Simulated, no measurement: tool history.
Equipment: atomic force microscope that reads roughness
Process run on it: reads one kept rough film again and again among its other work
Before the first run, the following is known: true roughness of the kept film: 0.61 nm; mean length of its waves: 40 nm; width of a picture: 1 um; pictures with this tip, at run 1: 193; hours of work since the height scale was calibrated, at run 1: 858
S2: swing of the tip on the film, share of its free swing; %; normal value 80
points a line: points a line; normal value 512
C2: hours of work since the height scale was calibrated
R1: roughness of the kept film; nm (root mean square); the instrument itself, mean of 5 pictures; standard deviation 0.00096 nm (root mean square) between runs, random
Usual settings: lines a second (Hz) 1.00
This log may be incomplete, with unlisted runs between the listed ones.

run 1 hour=0.0 | lines_a_second_(Hz)=1.00 S2=80 points_a_line=512 | pictures_with_this_tip=193 C2=858 | R1=0.5738
run 2 hour=25.4 | lines_a_second_(Hz)=1.00 S2=80 points_a_line=512 | pictures_with_this_tip=232 C2=874 | R1=0.5734
-- hour=33.7 new tip fitted
run 3 hour=79.7 | lines_a_second_(Hz)=1.00 S2=58 points_a_line=512 | pictures_with_this_tip=71 C2=907 | R1=0.5923
run 4 hour=126.0 | lines_a_second_(Hz)=1.00 S2=58 points_a_line=512 | pictures_with_this_tip=141 C2=936 | R1=0.5898
run 5 hour=165.2 | lines_a_second_(Hz)=1.00 S2=58 points_a_line=512 | pictures_with_this_tip=201 C2=960 | R1=0.5877
-- hour=194.4 new tip fitted
run 6 hour=221.4 | lines_a_second_(Hz)=1.00 S2=61 points_a_line=512 | pictures_with_this_tip=41 C2=995 | R1=0.5925
run 7 hour=265.5 | lines_a_second_(Hz)=1.00 S2=61 points_a_line=512 | pictures_with_this_tip=108 C2=1022 | R1=0.5880
run 8 hour=292.1 | lines_a_second_(Hz)=1.00 S2=80 points_a_line=512 | pictures_with_this_tip=149 C2=1039 | R1=0.5727
run 9 hour=320.2 | lines_a_second_(Hz)=1.00 S2=80 points_a_line=512 | pictures_with_this_tip=192 C2=1056 | R1=0.5716
run 10 hour=349.7 | lines_a_second_(Hz)=1.00 S2=80 points_a_line=512 | pictures_with_this_tip=237 C2=1074 | R1=0.5710
-- hour=353.0 new tip fitted
run 11 hour=374.7 | lines_a_second_(Hz)=0.64 S2=83 points_a_line=309 | pictures_with_this_tip=33 C2=1089 | R1=0.5796
run 12 hour=400.0 | lines_a_second_(Hz)=0.64 S2=83 points_a_line=309 | pictures_with_this_tip=71 C2=1105 | R1=0.5780
run 13 hour=456.0 | lines_a_second_(Hz)=1.00 S2=56 points_a_line=612 | pictures_with_this_tip=157 C2=1140 | R1=0.5893
run 14 hour=489.9 | lines_a_second_(Hz)=1.00 S2=70 points_a_line=512 | pictures_with_this_tip=208 C2=1161 | R1=0.5795
-- hour=514.0 new tip fitted
run 15 hour=541.4 | lines_a_second_(Hz)=1.00 S2=70 points_a_line=512 | pictures_with_this_tip=42 C2=1192 | R1=0.5849
run 16 hour=572.2 | lines_a_second_(Hz)=0.61 S2=80 points_a_line=590 | pictures_with_this_tip=89 C2=1211 | R1=0.5832
run 17 hour=624.9 | lines_a_second_(Hz)=0.51 S2=68 points_a_line=512 | pictures_with_this_tip=169 C2=1244 | R1=0.5881
run 18 hour=649.0 | lines_a_second_(Hz)=0.66 S2=72 points_a_line=512 | pictures_with_this_tip=206 C2=1259 | R1=0.5836
-- hour=672.0 new tip fitted
run 19 hour=676.5 | lines_a_second_(Hz)=1.98 S2=72 points_a_line=332 | pictures_with_this_tip=7 C2=1276 | R1=0.5685
run 20 hour=702.2 | lines_a_second_(Hz)=1.00 S2=61 points_a_line=705 | pictures_with_this_tip=46 C2=1291 | R1=0.5904

Predict each of these 5 candidate next runs independently; none follows another, all start after run 20:
run A hour=742.0 | lines_a_second_(Hz)=1.73 S2=61 points_a_line=559 | pictures_with_this_tip=106 C2=1316 | R1=?
run B hour=742.0 | lines_a_second_(Hz)=1.00 S2=61 points_a_line=512 | pictures_with_this_tip=106 C2=1316 | R1=?
run C hour=742.0 | lines_a_second_(Hz)=1.73 S2=69 points_a_line=365 | pictures_with_this_tip=106 C2=1316 | R1=?
run D hour=742.0 | lines_a_second_(Hz)=0.56 S2=67 points_a_line=512 | pictures_with_this_tip=106 C2=1316 | R1=?
run E hour=742.0 | lines_a_second_(Hz)=1.82 S2=67 points_a_line=733 | pictures_with_this_tip=106 C2=1316 | R1=?

run=A R1=0.5837
run=B R1=0.5890
run=C R1=0.5737
run=D R1=0.5897
run=E R1=0.5759
Take away the tool's hidden state, keep each run's random variation, and the runs would have read:
run=A R1=0.5903
run=B R1=0.5957
run=C R1=0.5802
run=D R1=0.5964
run=E R1=0.5825

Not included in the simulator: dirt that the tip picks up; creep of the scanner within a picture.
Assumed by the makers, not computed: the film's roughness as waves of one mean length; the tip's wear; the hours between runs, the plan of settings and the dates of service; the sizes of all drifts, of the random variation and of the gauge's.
